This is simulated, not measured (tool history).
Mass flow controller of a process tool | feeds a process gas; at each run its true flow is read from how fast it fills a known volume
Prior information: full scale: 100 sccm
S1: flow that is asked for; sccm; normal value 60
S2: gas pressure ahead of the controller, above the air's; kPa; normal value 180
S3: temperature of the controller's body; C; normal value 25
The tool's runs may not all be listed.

run 1 hour=0.0 | S1=60 S2=180 S3=25 | true_flow_(%)=99.40
run 2 hour=287.4 | S1=60 S2=175 S3=25 | true_flow_(%)=99.53
run 3 hour=626.7 | S1=29 S2=180 S3=25 | true_flow_(%)=101.61
run 4 hour=910.3 | S1=29 S2=180 S3=25 | true_flow_(%)=97.08
run 5 hour=1269.7 | S1=29 S2=180 S3=25 | true_flow_(%)=97.17
run 6 hour=1537.0 | S1=29 S2=180 S3=25 | true_flow_(%)=97.34
run 7 hour=1909.5 | S1=60 S2=180 S3=25 | true_flow_(%)=97.54
run 8 hour=2207.0 | S1=60 S2=180 S3=25 | true_flow_(%)=97.67
run 9 hour=2527.6 | S1=60 S2=180 S3=25 | true_flow_(%)=97.69
run 10 hour=2816.5 | S1=60 S2=180 S3=25 | true_flow_(%)=97.84
run 11 hour=3078.6 | S1=60 S2=180 S3=25 | true_flow_(%)=97.97
run 12 hour=3504.9 | S1=60 S2=180 S3=36 | true_flow_(%)=100.61
run 13 hour=3928.6 | S1=60 S2=180 S3=36 | true_flow_(%)=100.49
run 14 hour=4296.3 | S1=60 S2=180 S3=36 | true_flow_(%)=100.70
run 15 hour=4508.2 | S1=60 S2=180 S3=36 | true_flow_(%)=100.76
run 16 hour=4715.7 | S1=60 S2=180 S3=36 | true_flow_(%)=100.87
run 17 hour=4909.9 | S1=60 S2=180 S3=36 | true_flow_(%)=100.77
run 18 hour=5142.5 | S1=60 S2=180 S3=36 | true_flow_(%)=100.85
run 19 hour=5552.7 | S1=60 S2=180 S3=36 | true_flow_(%)=101.01
run 20 hour=5738.9 | S1=60 S2=180 S3=36 | true_flow_(%)=100.84
run 21 hour=6121.4 | S1=60 S2=180 S3=36 | true_flow_(%)=101.02
run 22 hour=6354.8 | S1=60 S2=180 S3=36 | true_flow_(%)=100.94
run 23 hour=6539.1 | S1=60 S2=181 S3=28 | true_flow_(%)=100.44
run 24 hour=6888.2 | S1=56 S2=174 S3=28 | true_flow_(%)=100.45
run 25 hour=7137.0 | S1=63 S2=217 S3=30 | true_flow_(%)=100.78
run 26 hour=7556.5 | S1=63 S2=217 S3=30 | true_flow_(%)=100.70
run 27 hour=7915.8 | S1=26 S2=184 S3=30 | true_flow_(%)=101.87
run 28 hour=8182.1 | S1=15 S2=165 S3=38 | true_flow_(%)=104.97
run 29 hour=8493.8 | S1=15 S2=165 S3=38 | true_flow_(%)=105.48
run 30 hour=8788.2 | S1=15 S2=165 S3=38 | true_flow_(%)=105.66
run 31 hour=9216.9 | S1=62 S2=180 S3=28 | true_flow_(%)=100.89
run 32 hour=9445.6 | S1=13 S2=193 S3=24 | true_flow_(%)=106.12
run 33 hour=9726.6 | S1=13 S2=193 S3=24 | true_flow_(%)=106.42
run 34 hour=9998.4 | S1=18 S2=180 S3=29 | true_flow_(%)=104.89
run 35 hour=10358.5 | S1=49 S2=246 S3=31 | true_flow_(%)=101.67
run 36 hour=10658.1 | S1=49 S2=246 S3=31 | true_flow_(%)=101.64
run 37 hour=10941.0 | S1=49 S2=246 S3=31 | true_flow_(%)=101.77
run 38 hour=11303.2 | S1=73 S2=220 S3=40 | true_flow_(%)=102.12
run 39 hour=11595.0 | S1=60 S2=154 S3=27 | true_flow_(%)=98.64

Not shown: 3 entries that the log had between the listed runs. Between which runs, and how does the tool's hidden state differ before and after?
After run 3, before run 4: controller's zero set anew (hour 667.0)
  flow at rest that the sensor doesn't see, % of full scale: 1.401 -> 0.111; true flow over the shown one, %: -2.01 -> -2.04
  measured value less the no-hidden-state value, true flow (%): +2.83 -> -1.66
After run 11, before run 12: controller exchanged for a calibrated one (hour 3377.1)
  flow at rest that the sensor doesn't see, % of full scale: 0.501 -> 0.047; true flow over the shown one, %: -2.3 -> 0.25
  measured value less the no-hidden-state value, true flow (%): -1.47 -> +0.32
After run 38, before run 39: controller's zero set anew (hour 11341.2)
  flow at rest that the sensor doesn't see, % of full scale: 1.402 -> 0.057; true flow over the shown one, %: -0.74 -> -0.78
  measured value less the no-hidden-state value, true flow (%): +1.18 -> -0.69
